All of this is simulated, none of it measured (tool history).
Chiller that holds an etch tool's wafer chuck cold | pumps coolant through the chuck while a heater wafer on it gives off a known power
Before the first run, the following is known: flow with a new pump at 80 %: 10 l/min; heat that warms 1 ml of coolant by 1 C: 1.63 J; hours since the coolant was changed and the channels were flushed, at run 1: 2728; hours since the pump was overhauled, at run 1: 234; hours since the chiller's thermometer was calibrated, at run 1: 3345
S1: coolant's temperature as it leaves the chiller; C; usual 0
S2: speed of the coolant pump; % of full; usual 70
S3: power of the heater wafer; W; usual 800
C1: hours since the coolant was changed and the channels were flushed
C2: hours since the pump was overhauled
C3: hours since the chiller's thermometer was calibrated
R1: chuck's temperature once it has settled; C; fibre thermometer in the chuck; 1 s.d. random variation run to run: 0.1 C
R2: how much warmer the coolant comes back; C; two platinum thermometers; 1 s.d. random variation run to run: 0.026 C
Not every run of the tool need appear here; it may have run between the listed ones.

run,day,S1,S2,S3,C1,C2,C3,R1,R2
1,0,0,70,800,2728,234,3345,7.5,3.34
2,1.533,0,70,800,2765,271,3382,7.6,3.35
3,3.946,0,70,800,2823,329,3440,7.6,3.46
4,6.058,0,70,800,2874,379,3491,7.6,3.38
5,8.088,5,70,800,2922,428,3539,12.5,3.48
6,10.133,5,70,800,2971,477,3588,12.7,3.38
7,12.4,0,70,800,3026,531,3643,7.8,3.42
8,14.05,-8,70,800,3065,571,3682,-0.4,3.39
9,15.542,-6,70,800,3101,607,3718,1.6,3.4
10,17.071,-6,70,800,3138,644,3755,1.6,3.41
11,19.046,-6,70,800,3185,691,3802,1.7,3.4
12,22.167,-6,70,800,3260,766,3877,1.8,3.42
13,23.738,-6,70,800,3298,804,3915,1.7,3.46
14,25.208,-6,70,800,3333,839,3950,1.9,3.44
15,28.342,-6,70,800,3408,914,4025,1.9,3.4
16,30.733,-8,97,660,3466,972,4083,-3.2,2.05
17,32.129,-6,70,432,3499,1005,4116,-1.7,1.83
18,34.85,-6,70,432,3565,1070,4182,-1.5,1.86
19,36.8,2,70,1101,3611,1117,4228,12.7,4.75
20,39.992,9,66,900,3688,1194,4305,18.3,4.11
21,42.642,9,86,900,3752,1257,4369,16.6,3.1
22,45.412,4,70,800,3818,1324,4435,12,3.47
23,48.204,4,70,800,3885,1391,4502,11.9,3.47
24,49.688,9,85,560,3921,1426,4538,14.1,1.96
25,51.721,-1,85,625,3969,1475,4586,4.5,2.22
26,54.262,-1,85,625,4030,1536,4647,4.6,2.14
27,55.921,0,81,800,4070,1576,4687,7.2,2.91
28,57.908,6,98,992,4118,1624,4735,13.5,3.03
29,59.367,5,72,436,4153,1659,4770,9.4,1.78
30,62.196,5,72,436,4221,1727,4838,9.7,1.81

Same runs, no hidden state in the tool, same run-to-run variation:
Unlogged tool condition in this case: heat passed by the chuck's channels, % of clean ones'; flow at a given pump speed, % of a new pump's; coolant's true temperature over the reading, C; drift of the gauge itself on chuck_c, C; drift of the gauge itself on warmer_back_c, C.
run,R1,R2
1,6.5,3.32
2,6.6,3.32
3,6.6,3.43
4,6.6,3.36
5,11.5,3.45
6,11.6,3.35
7,6.7,3.39
8,-1.5,3.35
9,0.4,3.36
10,0.5,3.37
11,0.5,3.36
12,0.6,3.38
13,0.5,3.41
14,0.6,3.4
15,0.6,3.35
16,-4.1,2.02
17,-2.5,1.81
18,-2.4,1.83
19,11,4.67
20,16.7,4.04
21,15.2,3.05
22,10.5,3.41
23,10.4,3.41
24,13,1.92
25,3.3,2.18
26,3.5,2.1
27,5.8,2.85
28,12,2.97
29,8.4,1.74
30,8.6,1.77
